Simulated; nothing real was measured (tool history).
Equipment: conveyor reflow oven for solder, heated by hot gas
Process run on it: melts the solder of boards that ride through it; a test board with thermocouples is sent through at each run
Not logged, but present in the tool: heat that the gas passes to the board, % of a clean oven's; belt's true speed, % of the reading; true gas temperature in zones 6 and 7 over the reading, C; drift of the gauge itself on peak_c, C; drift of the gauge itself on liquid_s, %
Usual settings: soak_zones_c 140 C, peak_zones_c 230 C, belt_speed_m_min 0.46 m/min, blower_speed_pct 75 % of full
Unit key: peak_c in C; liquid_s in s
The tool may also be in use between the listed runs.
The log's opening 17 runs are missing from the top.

run   hour  soak_zones_c  peak_zones_c  belt_speed_m_min  blower_speed_pct  hours of work since the flux was cleaned out  hours of work since the belt drive was overhauled  hours of work since the thermocouples were changed  peak_c  liquid_s
 18  433.7           147           230             0.398                75                                           437                                                498                                                 471   211.5        79
 19  450.1           149           230              0.49                84                                           448                                                509                                                 482   209.4      59.6
 20  479.8           140           241              0.46                75                                           468                                                529                                                 502   213.7      65.3
     494.3  -- flux residue cleaned out of gas plates and filters
 21  505.8           140           230              0.43                75                                             8                                                543                                                 516   213.1      69.3
 22  532.3           144           218             0.457                75                                            26                                                561                                                 534   202.2      52.4
 23  553.2           144           218             0.457                75                                            40                                                575                                                 548   202.5      52.7
     559.9  -- belt drive overhauled, speed set with a stopwatch
 24  583.7           144           218             0.457                75                                            58                                                 16                                                 566   201.5      52.2
 25    601           150           218             0.424                75                                            70                                                 28                                                 578   204.8      65.5
     627.9  -- belt drive overhauled, speed set with a stopwatch, once more
 26  632.6           150           218             0.424                75                                            88                                                  3                                                 597   204.1      65.8
 27  660.7           133           224             0.424                79                                           107                                                 22                                                 616   207.3        60
 28  691.9           136           224             0.493                68                                           129                                                 43                                                 637   199.3      38.7
 29  722.1           128           224             0.493                68                                           149                                                 64                                                 657   197.5      32.3
 30    748           128           224             0.493                68                                           167                                                 81                                                 675   196.5      31.2
 31    774           146           224              0.37                82                                           184                                                 99                                                 692   212.9      85.8
 32    800           140           244             0.457                50                                           202                                                117                                                 710   209.1      56.5

Alternative continuations, all from the tool just after run 32; predict every row:
  A  826.2           140           230               0.5                75                                           220                                                134                                                 728       ?         ?
  B  826.2           140           227             0.457                62                                           220                                                134                                                 728       ?         ?
  C  826.2           140           225             0.371                65                                           220                                                134                                                 728       ?         ?

run  peak_c  liquid_s
  A   205.4      49.4
  B   201.9      48.3
  C   207.8      73.9
Had the tool no hidden state, the same runs would have come out as:
run  peak_c  liquid_s
  A   209.1      54.4
  B   205.1      53.9
  C   210.8      78.9
